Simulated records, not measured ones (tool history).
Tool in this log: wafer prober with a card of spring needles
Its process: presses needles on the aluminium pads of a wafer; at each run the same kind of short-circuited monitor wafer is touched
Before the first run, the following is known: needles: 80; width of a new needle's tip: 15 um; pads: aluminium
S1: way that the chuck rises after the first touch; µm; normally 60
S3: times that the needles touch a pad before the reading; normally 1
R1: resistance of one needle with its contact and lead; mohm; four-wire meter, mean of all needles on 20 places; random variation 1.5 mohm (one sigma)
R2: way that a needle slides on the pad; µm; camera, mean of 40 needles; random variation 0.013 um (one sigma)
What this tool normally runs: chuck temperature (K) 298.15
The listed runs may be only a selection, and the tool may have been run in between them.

{"run": 1, "hour": 0.0, "S1": 60, "chuck temperature (K)": 298.15, "S3": 1, "R1": 154, "R2": 8.48}
{"run": 2, "hour": 13.6, "S1": 64, "chuck temperature (K)": 298.15, "S3": 1, "R1": 230, "R2": 9.07}
{"hour": 21.4, "done": "tips cleaned on abrasive film"}
{"run": 3, "hour": 40.7, "S1": 61, "chuck temperature (K)": 298.15, "S3": 1, "R1": 310, "R2": 8.63}
{"hour": 43.3, "done": "tips cleaned on abrasive film"}
{"run": 4, "hour": 52.9, "S1": 61, "chuck temperature (K)": 298.15, "S3": 1, "R1": 220, "R2": 8.61}
{"hour": 63.8, "done": "tips cleaned on abrasive film"}
{"run": 5, "hour": 71.0, "S1": 61, "chuck temperature (K)": 298.15, "S3": 1, "R1": 209, "R2": 8.61}
{"hour": 85.4, "done": "tips cleaned on abrasive film"}
{"run": 6, "hour": 85.9, "S1": 61, "chuck temperature (K)": 298.15, "S3": 1, "R1": 164, "R2": 8.61}
{"run": 7, "hour": 104.0, "S1": 61, "chuck temperature (K)": 298.15, "S3": 1, "R1": 265, "R2": 8.62}
{"hour": 106.0, "done": "tips cleaned on abrasive film"}
{"run": 8, "hour": 124.2, "S1": 60, "chuck temperature (K)": 298.15, "S3": 1, "R1": 265, "R2": 8.47}
{"hour": 126.9, "done": "tips cleaned on abrasive film"}
{"hour": 148.0, "done": "tips cleaned on abrasive film"}
{"run": 9, "hour": 148.0, "S1": 60, "chuck temperature (K)": 298.15, "S3": 1, "R1": 153, "R2": 8.45}
{"hour": 169.5, "done": "tips cleaned on abrasive film"}
{"run": 10, "hour": 172.9, "S1": 60, "chuck temperature (K)": 298.15, "S3": 1, "R1": 180, "R2": 8.44}
{"hour": 181.4, "done": "tips cleaned on abrasive film, once more"}
{"run": 11, "hour": 189.6, "S1": 60, "chuck temperature (K)": 298.15, "S3": 1, "R1": 213, "R2": 8.46}
{"hour": 203.0, "done": "tips cleaned on abrasive film"}
{"run": 12, "hour": 203.7, "S1": 60, "chuck temperature (K)": 298.15, "S3": 1, "R1": 163, "R2": 8.43}
{"run": 13, "hour": 223.2, "S1": 60, "chuck temperature (K)": 298.15, "S3": 1, "R1": 270, "R2": 8.42}
{"hour": 225.5, "done": "tips cleaned on abrasive film"}
{"hour": 247.2, "done": "tips cleaned on abrasive film"}
{"run": 14, "hour": 248.9, "S1": 60, "chuck temperature (K)": 298.15, "S3": 1, "R1": 172, "R2": 8.43}
{"run": 15, "hour": 262.1, "S1": 60, "chuck temperature (K)": 298.15, "S3": 1, "R1": 250, "R2": 8.45}
{"hour": 268.4, "done": "tips cleaned on abrasive film"}
{"run": 16, "hour": 278.5, "S1": 60, "chuck temperature (K)": 298.15, "S3": 1, "R1": 227, "R2": 8.44}
{"hour": 289.6, "done": "tips cleaned on abrasive film"}
{"run": 17, "hour": 306.4, "S1": 60, "chuck temperature (K)": 298.15, "S3": 1, "R1": 254, "R2": 8.39}
{"hour": 311.0, "done": "tips cleaned on abrasive film"}
{"hour": 331.6, "done": "tips cleaned on abrasive film"}
{"run": 18, "hour": 331.6, "S1": 60, "chuck temperature (K)": 298.15, "S3": 1, "R1": 153, "R2": 8.42}
{"run": 19, "hour": 346.7, "S1": 55, "chuck temperature (K)": 310.15, "S3": 1, "R1": 272, "R2": 7.69}
{"hour": 353.2, "done": "tips cleaned on abrasive film"}
{"run": 20, "hour": 370.2, "S1": 46, "chuck temperature (K)": 298.15, "S3": 1, "R1": 337, "R2": 6.42}
{"hour": 374.0, "done": "tips cleaned on abrasive film"}
{"run": 21, "hour": 383.8, "S1": 41, "chuck temperature (K)": 360.15, "S3": 2, "R1": 252, "R2": 5.69}
{"hour": 395.8, "done": "tips cleaned on abrasive film"}
{"run": 22, "hour": 410.6, "S1": 41, "chuck temperature (K)": 360.15, "S3": 2, "R1": 275, "R2": 5.69}
{"hour": 418.0, "done": "tips cleaned on abrasive film"}
{"run": 23, "hour": 435.9, "S1": 41, "chuck temperature (K)": 360.15, "S3": 2, "R1": 297, "R2": 5.69}
{"hour": 438.5, "done": "tips cleaned on abrasive film"}
{"hour": 460.6, "done": "tips cleaned on abrasive film"}
{"run": 24, "hour": 463.0, "S1": 41, "chuck temperature (K)": 360.15, "S3": 2, "R1": 201, "R2": 5.65}
{"hour": 481.3, "done": "tips cleaned on abrasive film"}
{"hour": 484.0, "done": "height of the first contact set anew"}
{"run": 25, "hour": 484.3, "S1": 60, "chuck temperature (K)": 325.15, "S3": 2, "R1": 167, "R2": 8.53}
{"run": 26, "hour": 497.0, "S1": 60, "chuck temperature (K)": 325.15, "S3": 2, "R1": 212, "R2": 8.55}
{"hour": 502.9, "done": "tips cleaned on abrasive film"}
{"run": 27, "hour": 517.5, "S1": 58, "chuck temperature (K)": 300.15, "S3": 2, "R1": 219, "R2": 8.25}
{"hour": 525.1, "done": "tips cleaned on abrasive film"}
{"run": 28, "hour": 535.6, "S1": 42, "chuck temperature (K)": 342.15, "S3": 1, "R1": 320, "R2": 5.98}
{"hour": 545.7, "done": "tips cleaned on abrasive film"}
{"run": 29, "hour": 561.8, "S1": 42, "chuck temperature (K)": 342.15, "S3": 1, "R1": 364, "R2": 5.97}
{"hour": 566.8, "done": "tips cleaned on abrasive film"}
{"run": 30, "hour": 575.1, "S1": 59, "chuck temperature (K)": 298.15, "S3": 1, "R1": 224, "R2": 8.36}
{"hour": 587.3, "done": "tips cleaned on abrasive film"}
{"run": 31, "hour": 587.3, "S1": 49, "chuck temperature (K)": 317.15, "S3": 2, "R1": 162, "R2": 6.93}
{"run": 32, "hour": 606.2, "S1": 60, "chuck temperature (K)": 318.15, "S3": 1, "R1": 266, "R2": 8.51}
{"hour": 607.9, "done": "tips cleaned on abrasive film"}
{"hour": 628.9, "done": "tips cleaned on abrasive film"}
{"run": 33, "hour": 629.5, "S1": 60, "chuck temperature (K)": 318.15, "S3": 1, "R1": 158, "R2": 8.51}

4 options for the next run, each taken on its own from the tool as it stands now. Forecast them:
{"run": "A", "hour": 647.6, "S1": 60, "chuck temperature (K)": 389.15, "S3": 2, "R1": "?", "R2": "?"}
{"run": "B", "hour": 647.6, "S1": 60, "chuck temperature (K)": 311.15, "S3": 1, "R1": "?", "R2": "?"}
{"run": "C", "hour": 647.6, "S1": 78, "chuck temperature (K)": 319.15, "S3": 2, "R1": "?", "R2": "?"}
{"run": "D", "hour": 647.6, "S1": 52, "chuck temperature (K)": 298.15, "S3": 1, "R1": "?", "R2": "?"}

run=A R1=223 R2=8.5
run=B R1=267 R2=8.49
run=C R1=191 R2=11.04
run=D R1=305 R2=7.36
What these runs would have given with no unlogged condition in the tool:
run=A R1=159 R2=8.54
run=B R1=147 R2=8.53
run=C R1=146 R2=11.08
run=D R1=147 R2=7.4
